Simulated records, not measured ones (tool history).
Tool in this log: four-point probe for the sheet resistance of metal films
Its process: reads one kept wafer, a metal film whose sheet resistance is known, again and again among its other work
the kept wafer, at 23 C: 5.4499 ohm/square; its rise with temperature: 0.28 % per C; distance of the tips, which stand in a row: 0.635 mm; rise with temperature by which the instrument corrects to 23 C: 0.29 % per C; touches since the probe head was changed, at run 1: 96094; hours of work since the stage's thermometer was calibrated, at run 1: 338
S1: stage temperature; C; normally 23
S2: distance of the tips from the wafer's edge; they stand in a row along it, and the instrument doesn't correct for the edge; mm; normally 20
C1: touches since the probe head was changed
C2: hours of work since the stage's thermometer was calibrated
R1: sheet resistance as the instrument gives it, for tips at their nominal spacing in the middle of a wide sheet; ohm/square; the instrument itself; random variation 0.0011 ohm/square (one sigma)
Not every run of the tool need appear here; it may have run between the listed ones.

| run | day | S1 | S2 | C1 | C2 | R1 |
|---|---|---|---|---|---|---|
| 1 | 0.000 | 23 | 20 | 96094 | 338 | 5.464268 |
| 2 | 2.779 | 23 | 20 | 98491 | 388 | 5.466221 |
| 3 | 5.829 | 23 | 20 | 101123 | 443 | 5.465436 |
| 4 | 10.067 | 23 | 20 | 104780 | 520 | 5.467210 |
| 5 | 14.629 | 22 | 20 | 108719 | 603 | 5.469901 |
| 6 | 18.600 | 22 | 20 | 112144 | 675 | 5.470491 |
| 7 | 21.521 | 22 | 5 | 114666 | 729 | 5.515083 |
| 8 | 25.404 | 23 | 20 | 118018 | 799 | 5.470613 |
| 9 | 28.550 | 32 | 72 | 120733 | 856 | 5.459179 |
| 10 | 32.096 | 21 | 20 | 123791 | 921 | 5.473280 |
| 11 | 34.471 | 21 | 20 | 125839 | 964 | 5.473468 |
| 12 | 36.596 | 21 | 20 | 127675 | 1002 | 5.474861 |
| 13 | 39.571 | 21 | 20 | 130241 | 1056 | 5.474808 |
|  | 40.642 | new probe head fitted |
| 14 | 42.171 | 21 | 20 | 1318 | 1103 | 5.434637 |
| 15 | 44.825 | 32 | 5 | 3609 | 1151 | 5.473467 |

Difference, measured minus no-hidden-state, one row per run. Run-to-run variation is common to both terms; the gauge's own scatter need not be:
Unlogged tool condition in this case: inner tips' distance over the nominal, %; tips' flats over new ones', %; wafer's true temperature over the reading, C; drift of the gauge itself on sheet_ohm, %.
| run | R1 |
|---|---|
| 1 | +0.010820 |
| 2 | +0.011571 |
| 3 | +0.012521 |
| 4 | +0.013677 |
| 5 | +0.014923 |
| 6 | +0.015963 |
| 7 | +0.016829 |
| 8 | +0.017739 |
| 9 | +0.018505 |
| 10 | +0.019488 |
| 11 | +0.020116 |
| 12 | +0.020658 |
| 13 | +0.021459 |
| 14 | -0.017577 |
| 15 | -0.016958 |
